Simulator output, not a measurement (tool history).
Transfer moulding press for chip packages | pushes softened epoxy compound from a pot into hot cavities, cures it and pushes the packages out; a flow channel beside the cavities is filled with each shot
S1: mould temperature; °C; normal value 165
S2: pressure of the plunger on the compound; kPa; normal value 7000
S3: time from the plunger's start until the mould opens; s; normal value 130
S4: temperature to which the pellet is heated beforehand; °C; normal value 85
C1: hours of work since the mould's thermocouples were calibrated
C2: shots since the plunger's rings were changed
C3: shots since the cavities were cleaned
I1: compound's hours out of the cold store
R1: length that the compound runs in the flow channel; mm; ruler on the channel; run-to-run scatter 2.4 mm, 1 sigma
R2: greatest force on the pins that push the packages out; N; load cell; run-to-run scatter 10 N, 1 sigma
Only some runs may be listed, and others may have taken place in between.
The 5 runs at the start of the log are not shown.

| run | hour | S1 | S2 | S3 | S4 | C1 | C2 | C3 | I1 | R1 | R2 |
|---|---|---|---|---|---|---|---|---|---|---|---|
| 6 | 109.7 | 165 | 7000 | 118 | 85 | 229 | 1787 | 246 | 43.7 | 698 | 656 |
| 7 | 130.2 | 165 | 7000 | 118 | 85 | 240 | 1928 | 387 | 21.0 | 730 | 712 |
| 8 | 151.9 | 165 | 7000 | 118 | 85 | 251 | 2076 | 535 | 9.9 | 748 | 790 |
| 9 | 173.4 | 165 | 7000 | 118 | 85 | 262 | 2224 | 683 | 31.4 | 714 | 790 |
| 10 | 192.4 | 165 | 7000 | 118 | 85 | 272 | 2354 | 813 | 9.0 | 744 | 785 |
| 11 | 208.7 | 165 | 7000 | 118 | 85 | 280 | 2466 | 925 | 19.8 | 727 | 826 |
|  | 221.5 | cavities cleaned with cleaning compound and waxed |
| 12 | 229.2 | 165 | 7000 | 118 | 85 | 290 | 2596 | 52 | 18.7 | 726 | 599 |
| 13 | 249.8 | 165 | 7920 | 130 | 85 | 300 | 2737 | 193 | 9.4 | 790 | 603 |
| 14 | 266.5 | 165 | 7920 | 130 | 85 | 309 | 2852 | 308 | 47.9 | 724 | 589 |
|  | 278.0 | plunger's sealing rings changed |
| 15 | 280.8 | 165 | 7000 | 130 | 85 | 315 | 20 | 389 | 21.4 | 747 | 648 |
| 16 | 292.4 | 165 | 6980 | 130 | 82 | 320 | 99 | 468 | 10.8 | 765 | 684 |
| 17 | 309.7 | 165 | 7000 | 129 | 84 | 329 | 218 | 587 | 15.9 | 758 | 689 |
| 18 | 335.4 | 165 | 5330 | 125 | 85 | 342 | 394 | 763 | 47.4 | 616 | 735 |
| 19 | 348.3 | 165 | 5650 | 125 | 85 | 349 | 483 | 852 | 22.2 | 668 | 746 |
| 20 | 360.6 | 158 | 7490 | 167 | 85 | 355 | 567 | 936 | 44.6 | 757 | 717 |
|  | 371.5 | cavities cleaned with cleaning compound and waxed |
| 21 | 386.1 | 163 | 7720 | 130 | 95 | 367 | 731 | 99 | 17.5 | 796 | 599 |
| 22 | 412.1 | 157 | 7000 | 130 | 83 | 381 | 910 | 278 | 46.3 | 726 | 984 |
| 23 | 428.2 | 157 | 7000 | 130 | 83 | 389 | 1020 | 388 | 37.9 | 742 | 1055 |
| 24 | 442.9 | 171 | 7790 | 130 | 85 | 396 | 1121 | 489 | 26.8 | 756 | 594 |
| 25 | 467.6 | 171 | 7790 | 130 | 85 | 409 | 1291 | 659 | 34.2 | 741 | 629 |
| 26 | 490.4 | 172 | 5530 | 151 | 82 | 421 | 1447 | 815 | 43.0 | 610 | 626 |

Predict the results of run 27:
| 27 | 507.5 | 172 | 5530 | 151 | 82 | 429 | 1565 | 933 | 37.7 | ? | ? |

Run 27 came out at R1 615 mm, R2 677 N.
Were there no unlogged condition in the tool, this run, its random variation unchanged, would have produced R1 629 mm, R2 447 N.
